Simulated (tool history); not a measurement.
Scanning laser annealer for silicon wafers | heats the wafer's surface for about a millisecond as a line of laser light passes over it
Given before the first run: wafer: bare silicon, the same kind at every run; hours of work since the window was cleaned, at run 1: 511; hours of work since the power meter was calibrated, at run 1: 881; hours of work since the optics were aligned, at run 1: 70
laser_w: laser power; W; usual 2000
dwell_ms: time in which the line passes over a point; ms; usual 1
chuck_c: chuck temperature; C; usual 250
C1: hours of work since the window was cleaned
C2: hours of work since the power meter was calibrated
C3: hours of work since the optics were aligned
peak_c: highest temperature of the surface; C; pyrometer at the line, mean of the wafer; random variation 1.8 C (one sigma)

{"run": 1, "day": 0.0, "laser_w": 2000, "dwell_ms": 1, "chuck_c": 250, "C1": 511, "C2": 881, "C3": 70, "peak_c": 967}
{"run": 2, "day": 1.117, "laser_w": 2000, "dwell_ms": 1, "chuck_c": 250, "C1": 532, "C2": 902, "C3": 91, "peak_c": 966}
{"run": 3, "day": 2.138, "laser_w": 2000, "dwell_ms": 1, "chuck_c": 250, "C1": 551, "C2": 921, "C3": 110, "peak_c": 961}
{"run": 4, "day": 3.175, "laser_w": 2000, "dwell_ms": 1, "chuck_c": 250, "C1": 571, "C2": 940, "C3": 130, "peak_c": 960}
{"day": 3.546, "done": "optics aligned, line set to its width"}
{"run": 5, "day": 4.9, "laser_w": 2000, "dwell_ms": 1, "chuck_c": 250, "C1": 599, "C2": 969, "C3": 26, "peak_c": 958}
{"run": 6, "day": 6.267, "laser_w": 2000, "dwell_ms": 1, "chuck_c": 250, "C1": 625, "C2": 995, "C3": 51, "peak_c": 952}
{"run": 7, "day": 7.854, "laser_w": 2142, "dwell_ms": 1, "chuck_c": 283, "C1": 655, "C2": 1025, "C3": 81, "peak_c": 1043}
{"day": 9.125, "done": "window over the wafer cleaned"}
{"run": 8, "day": 9.125, "laser_w": 2011, "dwell_ms": 1, "chuck_c": 238, "C1": 0, "C2": 1047, "C3": 104, "peak_c": 993}

Predict the results of run 9:
{"run": 9, "day": 10.096, "laser_w": 2011, "dwell_ms": 1.09, "chuck_c": 246, "C1": 18, "C2": 1065, "C3": 122, "peak_c": "?"}

{"run 9": {"peak_c": 1035}}
Minus the tool's unlogged condition, the same run would have read peak_c 1045 C.

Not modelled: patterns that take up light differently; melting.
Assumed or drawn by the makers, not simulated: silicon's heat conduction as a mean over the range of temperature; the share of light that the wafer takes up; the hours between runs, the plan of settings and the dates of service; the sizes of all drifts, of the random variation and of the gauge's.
